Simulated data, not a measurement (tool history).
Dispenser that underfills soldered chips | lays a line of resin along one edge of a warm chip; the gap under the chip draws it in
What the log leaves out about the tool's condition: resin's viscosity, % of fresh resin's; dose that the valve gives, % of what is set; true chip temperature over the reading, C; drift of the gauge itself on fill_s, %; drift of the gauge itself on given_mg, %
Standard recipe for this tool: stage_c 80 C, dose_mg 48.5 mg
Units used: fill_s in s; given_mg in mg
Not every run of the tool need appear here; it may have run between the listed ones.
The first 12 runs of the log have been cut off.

run,day,stage_c,dose_mg,hours of work since the syringe was changed,hours of work since the valve was cleaned,hours of work since the stage was calibrated,fill_s,given_mg
# day 3.562: new syringe of resin
13,3.767,86,48.5,4,28,285,45.5,47.79
14,3.983,86,48.5,8,32,289,58.3,47.59
# day 4.021: new syringe of resin
15,4.225,86,48.5,4,36,293,45.9,47.34
16,4.412,70,48.5,7,39,297,94.3,47.11
# day 4.483: new syringe of resin
17,4.804,70,48.5,6,46,303,89.2,47.3
# day 4.967: new syringe of resin
18,5.075,70,48.5,2,51,308,68.9,47.28
# day 5.308: dispensing valve cleaned and set on the balance
19,5.35,85,45.5,6,1,312,56.4,45.58
# day 5.467: new syringe of resin
20,5.612,86,50.8,3,5,317,43.5,50.76
# day 5.946: new syringe of resin
21,5.983,69,61.4,1,12,323,62.6,60.92
22,6.262,69,61.4,6,17,328,88,61.1
# day 6.429: new syringe of resin
23,6.625,69,61.4,4,23,335,75.5,60.53
# day 6.904: new syringe of resin
24,6.908,67,42,0,28,340,71.2,41.35
25,7.212,67,42,6,34,345,97.3,41.26
# day 7.367: new syringe of resin
26,7.538,80,52,3,39,351,52,50.82
27,7.75,85,49.1,7,43,355,57.5,47.8
# day 7.829: new syringe of resin
28,8.004,85,49.1,3,47,359,46.1,47.95
# day 8.321: new syringe of resin
# day 8.446: dispensing valve cleaned and set on the balance
29,8.475,85,49.1,2,0,367,42.5,49.04
# day 8.842: new syringe of resin
30,8.888,85,49.1,1,8,374,39.1,48.83
31,9.108,70,56.4,5,12,378,78.3,56.05
# day 9.325: new syringe of resin
32,9.496,79,43.9,3,19,385,55.8,43.49
# day 9.788: new syringe of resin
33,9.788,75,59.1,0,24,390,49.7,58.22
34,10.017,89,47,4,28,394,43.2,46.31
# day 10.254: new syringe of resin
35,10.338,73,44.5,2,33,399,62,43.6

Estimate the outcome of run 36 from the log above:
# day 10.721: new syringe of resin
36,10.738,73,44.5,0,40,406,?,?

{"run 36": {"fill_s": 56.9, "given_mg": 43.18}}
With no hidden state in the tool, this same run would have given fill_s 60.9 s, given_mg 44.31 mg.

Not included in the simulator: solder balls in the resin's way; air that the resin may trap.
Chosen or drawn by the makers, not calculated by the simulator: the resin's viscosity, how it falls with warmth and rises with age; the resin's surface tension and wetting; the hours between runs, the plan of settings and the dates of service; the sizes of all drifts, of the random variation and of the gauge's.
